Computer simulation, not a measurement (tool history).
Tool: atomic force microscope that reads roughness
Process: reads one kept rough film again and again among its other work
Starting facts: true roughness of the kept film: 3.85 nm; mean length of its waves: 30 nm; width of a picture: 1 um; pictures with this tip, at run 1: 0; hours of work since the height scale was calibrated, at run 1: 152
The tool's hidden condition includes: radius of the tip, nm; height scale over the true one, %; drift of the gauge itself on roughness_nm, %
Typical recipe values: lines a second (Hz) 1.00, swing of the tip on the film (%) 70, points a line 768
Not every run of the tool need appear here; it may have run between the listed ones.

run,hour,lines a second (Hz),swing of the tip on the film (%),points a line,pictures with this tip,hours of work since the height scale was calibrated,roughness of the kept film (nm (root mean square))
1,0.0,1.00,70,768,0,152,3.114
2,46.1,1.00,70,768,83,176,2.839
3,91.2,2.70,70,768,164,199,2.430
4,171.0,2.70,70,768,307,240,2.126
# hour 195.6: new tip fitted
5,247.4,1.00,70,768,94,279,2.890
6,328.2,1.00,84,768,239,321,2.362
7,378.0,1.00,70,853,328,347,2.296
# hour 392.3: new tip fitted
8,447.4,1.00,70,853,99,382,2.772
9,494.3,0.69,70,768,183,406,2.609
10,573.6,0.69,70,768,326,447,2.275
# hour 589.7: new tip fitted
11,611.0,0.69,70,768,38,466,3.043
12,651.5,1.27,70,729,111,487,2.745
13,693.6,1.27,70,729,187,509,2.575
14,751.1,1.27,70,729,290,538,2.298
# hour 758.8: height scale calibrated on a step standard
# hour 785.9: new tip fitted
15,818.0,3.96,62,729,58,30,2.748
16,881.3,3.96,62,729,171,63,2.432
# hour 894.5: height scale calibrated on a step standard, once more
17,930.5,3.96,62,729,258,19,2.258
# hour 980.8: new tip fitted
18,1006.2,3.96,62,729,46,57,2.741
19,1049.3,1.78,88,996,124,79,2.327
20,1113.8,3.89,84,431,240,113,1.846
21,1160.7,3.89,84,431,324,137,1.712
# hour 1173.9: new tip fitted
22,1204.2,0.52,56,745,54,159,3.074

Hidden state or all else? Some run-to-run changes of roughness of the kept film (nm (root mean square)), split into what the settings, what came in and random variation would give without the hidden state, and what is left for the hidden state (with any gauge scatter that isn't in both results):
Run 10 -> 11: new tip fitted. roughness of the kept film (nm (root mean square)) +0.768: hidden state +0.771, all else -0.003.
Run 14 -> 15: lines a second (Hz) 1.27 -> 3.96, swing of the tip on the film (%) 70 -> 62, height scale calibrated on a step standard, new tip fitted. roughness of the kept film (nm (root mean square)) +0.450: hidden state +0.561, all else -0.111.
Run 21 -> 22: lines a second (Hz) 3.89 -> 0.52, swing of the tip on the film (%) 84 -> 56, points a line 431 -> 745, new tip fitted. roughness of the kept film (nm (root mean square)) +1.362: hidden state +0.519, all else +0.843.

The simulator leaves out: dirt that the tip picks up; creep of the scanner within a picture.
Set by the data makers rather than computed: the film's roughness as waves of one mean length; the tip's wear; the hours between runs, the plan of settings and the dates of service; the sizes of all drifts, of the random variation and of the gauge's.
